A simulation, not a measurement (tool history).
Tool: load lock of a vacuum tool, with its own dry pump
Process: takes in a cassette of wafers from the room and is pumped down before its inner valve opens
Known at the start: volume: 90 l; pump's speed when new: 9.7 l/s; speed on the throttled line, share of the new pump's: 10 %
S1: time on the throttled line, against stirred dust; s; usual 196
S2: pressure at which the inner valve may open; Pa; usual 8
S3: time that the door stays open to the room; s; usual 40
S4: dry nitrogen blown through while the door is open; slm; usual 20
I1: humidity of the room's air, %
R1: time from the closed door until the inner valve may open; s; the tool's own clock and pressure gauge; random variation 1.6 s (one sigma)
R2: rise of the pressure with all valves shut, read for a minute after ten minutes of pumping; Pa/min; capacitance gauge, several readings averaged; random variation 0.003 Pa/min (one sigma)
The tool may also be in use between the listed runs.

Run 1, hour 0.0: usual settings; I1 44.2. Result: R1 271.9 s, R2 0.076 Pa/min.
Run 2, hour 471.4: usual settings; I1 44.2. Result: R1 270.3 s, R2 0.090 Pa/min.
Run 3, hour 734.3: usual settings; I1 43.1. Result: R1 272.3 s, R2 0.094 Pa/min.
Run 4, hour 969.6: usual settings; I1 46.8. Result: R1 268.6 s, R2 0.100 Pa/min.
Run 5, hour 1196.3: usual settings; I1 46.7. Result: R1 269.9 s, R2 0.103 Pa/min.
Run 6, hour 1720.1: usual settings; I1 44.3. Result: R1 272.6 s, R2 0.113 Pa/min.
Run 7, hour 1999.7: usual settings; I1 46.9. Result: R1 269.0 s, R2 0.119 Pa/min.
Run 8, hour 2414.5: usual settings; I1 48.2. Result: R1 272.5 s, R2 0.132 Pa/min.
Run 9, hour 2920.0: usual settings; I1 45.3. Result: R1 271.9 s, R2 0.143 Pa/min.
Run 10, hour 3383.0: usual settings; I1 44.4. Result: R1 272.1 s, R2 0.146 Pa/min.
Run 11, hour 3880.2: usual settings but S3 27 s; I1 46.5. Result: R1 275.3 s, R2 0.157 Pa/min.
Run 12, hour 4261.5: usual settings; I1 44.8. Result: R1 271.3 s, R2 0.175 Pa/min.
Run 13, hour 4739.1: usual settings; I1 45.1. Result: R1 277.3 s, R2 0.189 Pa/min.
Run 14, hour 5001.9: usual settings but S1 207 s; I1 43.7. Result: R1 286.7 s, R2 0.192 Pa/min.
Run 15, hour 5387.8: usual settings but S1 207 s; I1 45.9. Result: R1 287.9 s, R2 0.207 Pa/min.
Run 16, hour 5831.9: usual settings but S2 12 Pa, S3 50 s; I1 50.7. Result: R1 269.7 s, R2 0.218 Pa/min.
Run 17, hour 6287.1: usual settings but S2 9 Pa; I1 45.5. Result: R1 276.5 s, R2 0.234 Pa/min.
Run 18, hour 6705.2: usual settings but S1 128 s, S2 11 Pa, S4 22 slm; I1 47.8. Result: R1 213.2 s, R2 0.250 Pa/min.
Run 19, hour 6991.1: usual settings but S1 272 s, S2 16 Pa, S3 116 s, S4 15 slm; I1 47.0. Result: R1 338.2 s, R2 0.276 Pa/min.
Run 20, hour 7209.1: usual settings but S1 272 s, S2 6 Pa, S3 116 s, S4 6 slm; I1 44.5. Result: R1 351.1 s, R2 0.292 Pa/min.
Run 21, hour 7437.0: usual settings but S1 194 s, S3 70 s, S4 30 slm; I1 45.3. Result: R1 273.9 s, R2 0.273 Pa/min.
Run 22, hour 7795.8: usual settings but S1 134 s; I1 47.2. Result: R1 225.4 s, R2 0.289 Pa/min.
Run 23, hour 8317.6: usual settings but S1 279 s; I1 46.6. Result: R1 349.7 s, R2 0.299 Pa/min.
Run 24, hour 8572.3: usual settings but S1 279 s, S2 11 Pa, S3 36 s, S4 25 slm; I1 44.2. Result: R1 349.3 s, R2 0.321 Pa/min.
Run 25, hour 8909.7: usual settings but S1 279 s, S2 11 Pa, S3 36 s, S4 25 slm; I1 45.7. Result: R1 351.3 s, R2 0.324 Pa/min.
Run 26, hour 9422.8: usual settings but S1 323 s, S2 15 Pa, S3 74 s, S4 5 slm; I1 46.5. Result: R1 384.8 s, R2 0.357 Pa/min.
Run 27, hour 9769.0: usual settings but S1 379 s, S2 14 Pa, S4 6 slm; I1 40.6. Result: R1 432.3 s, R2 0.373 Pa/min.
Run 28, hour 10011.6: usual settings but S2 10 Pa, S4 38 slm; I1 46.5. Result: R1 281.4 s, R2 0.365 Pa/min.
Run 29, hour 10341.9: usual settings but S2 14 Pa, S4 38 slm; I1 44.7. Result: R1 276.3 s, R2 0.372 Pa/min.
Run 30, hour 10816.1: usual settings but S1 251 s, S2 14 Pa, S3 27 s, S4 38 slm; I1 44.4. Result: R1 319.9 s, R2 0.390 Pa/min.

3 ways to go on from here, each from the tool as it stands after run 30. What would each give?
At hour 11027.3: dry pump taken out, an overhauled one fitted.
Run A, hour 11083.5: usual settings but S1 222 s, S3 63 s; I1 47.2. Result: R1 ?, R2 ?.
At hour 11027.3: dry pump taken out, an overhauled one fitted.
Run B, hour 11083.5: usual settings but S1 251 s, S2 14 Pa, S3 30 s, S4 38 slm; I1 42.1. Result: R1 ?, R2 ?.
At hour 11027.3: dry pump taken out, an overhauled one fitted.
Run C, hour 11083.5: usual settings but S1 251 s, S2 10 Pa, S3 27 s, S4 5 slm; I1 43.5. Result: R1 ?, R2 ?.

run     R1     R2
  A  285.1  0.431
  B  310.1  0.420
  C  313.3  0.422
Without the tool's hidden state the same runs would have given:
run     R1     R2
  A  284.5  0.029
  B  309.5  0.019
  C  312.9  0.027

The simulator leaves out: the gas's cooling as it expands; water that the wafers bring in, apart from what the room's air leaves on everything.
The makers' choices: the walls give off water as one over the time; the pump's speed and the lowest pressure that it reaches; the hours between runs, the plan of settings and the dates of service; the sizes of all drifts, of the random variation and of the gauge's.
